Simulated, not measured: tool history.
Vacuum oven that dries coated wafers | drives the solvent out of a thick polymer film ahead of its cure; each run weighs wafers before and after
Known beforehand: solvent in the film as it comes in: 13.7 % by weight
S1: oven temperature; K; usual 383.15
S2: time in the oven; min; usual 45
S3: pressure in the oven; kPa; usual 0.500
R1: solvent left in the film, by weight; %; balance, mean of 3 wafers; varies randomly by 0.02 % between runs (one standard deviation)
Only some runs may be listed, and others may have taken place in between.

{"run": 1, "day": 0.0, "S1": 383.15, "S2": 45, "S3": 0.5, "R1": 1.06}
{"run": 2, "day": 0.612, "S1": 383.15, "S2": 45, "S3": 0.28, "R1": 0.89}
{"run": 3, "day": 0.917, "S1": 383.15, "S2": 45, "S3": 0.5, "R1": 1.11}
{"run": 4, "day": 1.554, "S1": 383.15, "S2": 51, "S3": 0.5, "R1": 0.95}
{"run": 5, "day": 2.183, "S1": 383.15, "S2": 51, "S3": 0.5, "R1": 0.93}
{"run": 6, "day": 2.471, "S1": 383.15, "S2": 51, "S3": 0.5, "R1": 0.93}
{"run": 7, "day": 2.992, "S1": 383.15, "S2": 45, "S3": 0.864, "R1": 1.38}
{"run": 8, "day": 3.679, "S1": 396.15, "S2": 45, "S3": 0.5, "R1": 0.49}
{"run": 9, "day": 4.062, "S1": 396.15, "S2": 45, "S3": 0.5, "R1": 0.48}
{"day": 4.175, "done": "vacuum gauge cleaned of residue and calibrated"}
{"run": 10, "day": 4.692, "S1": 396.15, "S2": 45, "S3": 0.5, "R1": 0.52}
{"day": 5.4, "done": "vacuum gauge cleaned of residue and calibrated, once more"}
{"run": 11, "day": 5.433, "S1": 376.15, "S2": 45, "S3": 0.5, "R1": 1.59}
{"run": 12, "day": 5.846, "S1": 391.15, "S2": 22, "S3": 0.5, "R1": 1.18}
{"run": 13, "day": 6.471, "S1": 391.15, "S2": 22, "S3": 0.5, "R1": 1.18}
{"run": 14, "day": 7.162, "S1": 390.15, "S2": 27, "S3": 0.853, "R1": 1.15}
{"run": 15, "day": 7.512, "S1": 391.15, "S2": 36, "S3": 0.753, "R1": 0.64}

Here are 5 independent what-if runs from the current tool condition. What would each one return?
{"run": "A", "day": 8.1, "S1": 391.15, "S2": 72, "S3": 1.874, "R1": "?"}
{"run": "B", "day": 8.1, "S1": 378.15, "S2": 29, "S3": 1.251, "R1": "?"}
{"run": "C", "day": 8.1, "S1": 392.15, "S2": 37, "S3": 0.355, "R1": "?"}
{"run": "D", "day": 8.1, "S1": 392.15, "S2": 41, "S3": 0.446, "R1": "?"}
{"run": "E", "day": 8.1, "S1": 391.15, "S2": 73, "S3": 0.823, "R1": "?"}

run=A R1=1.32
run=B R1=3.18
run=C R1=0.37
run=D R1=0.39
run=E R1=0.54
Stripped of hidden state, with their random variation kept, the same runs would have yielded:
run=A R1=1.38
run=B R1=3.48
run=C R1=0.42
run=D R1=0.43
run=E R1=0.56

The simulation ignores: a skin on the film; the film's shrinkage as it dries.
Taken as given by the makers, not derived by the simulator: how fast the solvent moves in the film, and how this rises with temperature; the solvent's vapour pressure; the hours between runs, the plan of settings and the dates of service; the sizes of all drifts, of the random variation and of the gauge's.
